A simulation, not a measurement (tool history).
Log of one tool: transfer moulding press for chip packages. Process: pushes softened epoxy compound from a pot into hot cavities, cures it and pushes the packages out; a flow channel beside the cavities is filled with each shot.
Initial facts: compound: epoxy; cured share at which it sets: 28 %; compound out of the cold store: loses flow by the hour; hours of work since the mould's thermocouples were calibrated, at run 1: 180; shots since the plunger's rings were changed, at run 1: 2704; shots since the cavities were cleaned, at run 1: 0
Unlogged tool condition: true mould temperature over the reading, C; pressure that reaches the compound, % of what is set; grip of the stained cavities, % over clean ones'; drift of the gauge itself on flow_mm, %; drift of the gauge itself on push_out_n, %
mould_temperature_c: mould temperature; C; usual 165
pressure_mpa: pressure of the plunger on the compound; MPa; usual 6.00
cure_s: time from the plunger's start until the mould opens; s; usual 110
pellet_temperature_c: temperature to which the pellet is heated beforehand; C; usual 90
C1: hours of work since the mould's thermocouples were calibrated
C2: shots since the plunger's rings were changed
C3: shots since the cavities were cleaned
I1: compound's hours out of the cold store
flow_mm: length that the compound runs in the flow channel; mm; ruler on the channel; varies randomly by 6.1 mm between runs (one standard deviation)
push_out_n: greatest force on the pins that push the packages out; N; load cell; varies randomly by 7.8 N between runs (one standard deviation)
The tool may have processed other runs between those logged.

Run 1, day 0.000: usual settings; C1 180; C2 2704; C3 0; I1 42.5. Result: flow_mm 538 mm, push_out_n 324 N.
Run 2, day 0.583: usual settings; C1 187; C2 2813; C3 109; I1 19.7. Result: flow_mm 621 mm, push_out_n 374 N.
Run 3, day 1.138: usual settings; C1 193; C2 2918; C3 214; I1 31.2. Result: flow_mm 570 mm, push_out_n 406 N.
Run 4, day 2.229: usual settings; C1 204; C2 3122; C3 418; I1 41.0. Result: flow_mm 534 mm, push_out_n 453 N.
Run 5, day 3.179: usual settings; C1 215; C2 3300; C3 596; I1 47.8. Result: flow_mm 523 mm, push_out_n 468 N.
Run 6, day 4.304: usual settings; C1 227; C2 3510; C3 806; I1 36.2. Result: flow_mm 561 mm, push_out_n 527 N.
Run 7, day 5.200: usual settings; C1 236; C2 3679; C3 975; I1 46.3. Result: flow_mm 516 mm, push_out_n 546 N.
Run 8, day 5.925: usual settings but cure_s 147 s; C1 244; C2 3814; C3 1110; I1 22.9. Result: flow_mm 603 mm, push_out_n 524 N.
At day 6.400: cavities cleaned with cleaning compound and waxed.
Run 9, day 6.742: usual settings but pellet_temperature_c 85 C; C1 252; C2 3956; C3 65; I1 36.0. Result: flow_mm 558 mm, push_out_n 371 N.
Run 10, day 8.021: usual settings but pellet_temperature_c 88 C; C1 266; C2 4195; C3 304; I1 22.3. Result: flow_mm 594 mm, push_out_n 431 N.
Run 11, day 9.142: usual settings but pellet_temperature_c 88 C; C1 278; C2 4405; C3 514; I1 41.5. Result: flow_mm 533 mm, push_out_n 468 N.
Run 12, day 9.729: usual settings but mould_temperature_c 166 C, pellet_temperature_c 88 C; C1 285; C2 4515; C3 624; I1 41.6. Result: flow_mm 520 mm, push_out_n 466 N.
Run 13, day 10.879: usual settings but mould_temperature_c 166 C, pellet_temperature_c 88 C; C1 297; C2 4731; C3 840; I1 43.4. Result: flow_mm 513 mm, push_out_n 506 N.
Run 14, day 11.512: usual settings but mould_temperature_c 166 C, pellet_temperature_c 88 C; C1 304; C2 4850; C3 959; I1 45.9. Result: flow_mm 515 mm, push_out_n 528 N.
Run 15, day 12.162: usual settings but mould_temperature_c 166 C, pellet_temperature_c 88 C; C1 311; C2 4972; C3 1081; I1 23.5. Result: flow_mm 577 mm, push_out_n 556 N.
At day 12.738: cavities cleaned with cleaning compound and waxed.
Run 16, day 13.083: usual settings but mould_temperature_c 170 C, pellet_temperature_c 92 C; C1 320; C2 5132; C3 65; I1 21.1. Result: flow_mm 584 mm, push_out_n 350 N.
Run 17, day 14.104: usual settings but pressure_mpa 5.50 MPa, pellet_temperature_c 86 C; C1 331; C2 5323; C3 256; I1 40.3. Result: flow_mm 498 mm, push_out_n 423 N.
Run 18, day 15.371: usual settings but pressure_mpa 5.50 MPa, pellet_temperature_c 86 C; C1 345; C2 5561; C3 494; I1 22.2. Result: flow_mm 571 mm, push_out_n 473 N.
Run 19, day 16.421: usual settings but pressure_mpa 5.50 MPa, cure_s 93 s, pellet_temperature_c 89 C; C1 356; C2 5757; C3 690; I1 29.9. Result: flow_mm 538 mm, push_out_n 617 N.
Run 20, day 17.542: usual settings but pressure_mpa 7.21 MPa, cure_s 108 s, pellet_temperature_c 93 C; C1 368; C2 5967; C3 900; I1 21.7. Result: flow_mm 639 mm, push_out_n 540 N.
Run 21, day 18.667: usual settings but pressure_mpa 7.21 MPa, cure_s 108 s, pellet_temperature_c 87 C; C1 380; C2 6178; C3 1111; I1 36.3. Result: flow_mm 581 mm, push_out_n 561 N.
At day 19.046: cavities cleaned with cleaning compound and waxed.
Run 22, day 19.842: usual settings but mould_temperature_c 171 C, pressure_mpa 4.87 MPa, cure_s 127 s, pellet_temperature_c 96 C; C1 392; C2 6386; C3 148; I1 16.6. Result: flow_mm 527 mm, push_out_n 334 N.
Run 23, day 20.696: usual settings but mould_temperature_c 160 C, pressure_mpa 4.85 MPa, cure_s 139 s, pellet_temperature_c 94 C; C1 402; C2 6547; C3 309; I1 23.6. Result: flow_mm 519 mm, push_out_n 414 N.
Run 24, day 21.371: usual settings but mould_temperature_c 170 C, pressure_mpa 4.73 MPa, cure_s 97 s, pellet_temperature_c 86 C; C1 409; C2 6673; C3 435; I1 37.2. Result: flow_mm 461 mm, push_out_n 449 N.
At day 22.362: plunger's sealing rings changed.
Run 25, day 22.408: usual settings but mould_temperature_c 162 C, pressure_mpa 5.32 MPa, cure_s 129 s, pellet_temperature_c 88 C; C1 419; C2 9; C3 610; I1 44.8. Result: flow_mm 527 mm, push_out_n 470 N.
Run 26, day 23.775: usual settings but mould_temperature_c 164 C; C1 434; C2 265; C3 866; I1 47.2. Result: flow_mm 534 mm, push_out_n 515 N.
Run 27, day 24.883: usual settings but mould_temperature_c 164 C; C1 446; C2 473; C3 1074; I1 16.1. Result: flow_mm 668 mm, push_out_n 584 N.
At day 25.450: cavities cleaned with cleaning compound and waxed.
Run 28, day 25.750: usual settings but mould_temperature_c 164 C; C1 454; C2 623; C3 55; I1 42.1. Result: flow_mm 550 mm, push_out_n 363 N.

Each row is a separate what-if for the run after 28, all from the same tool condition, not one after another. Results?
Run A, day 26.746: usual settings but mould_temperature_c 164 C, pressure_mpa 4.82 MPa, cure_s 111 s, pellet_temperature_c 96 C; C1 465; C2 810; C3 242; I1 37.2. Result: flow_mm ?, push_out_n ?.
Run B, day 26.746: usual settings but mould_temperature_c 173 C, pressure_mpa 5.73 MPa, cure_s 109 s; C1 465; C2 810; C3 242; I1 39.9. Result: flow_mm ?, push_out_n ?.
Run C, day 26.746: usual settings but mould_temperature_c 158 C, pressure_mpa 6.52 MPa, pellet_temperature_c 94 C; C1 465; C2 810; C3 242; I1 22.1. Result: flow_mm ?, push_out_n ?.
Run D, day 26.746: usual settings but mould_temperature_c 168 C, pressure_mpa 4.78 MPa, pellet_temperature_c 99 C; C1 465; C2 810; C3 242; I1 39.4. Result: flow_mm ?, push_out_n ?.

run  flow_mm  push_out_n
  A      515         407
  B      537         369
  C      666         536
  D      490         392
Had the tool no hidden state, the same runs would have come out as:
run  flow_mm  push_out_n
  A      524         330
  B      546         294
  C      678         455
  D      499         315
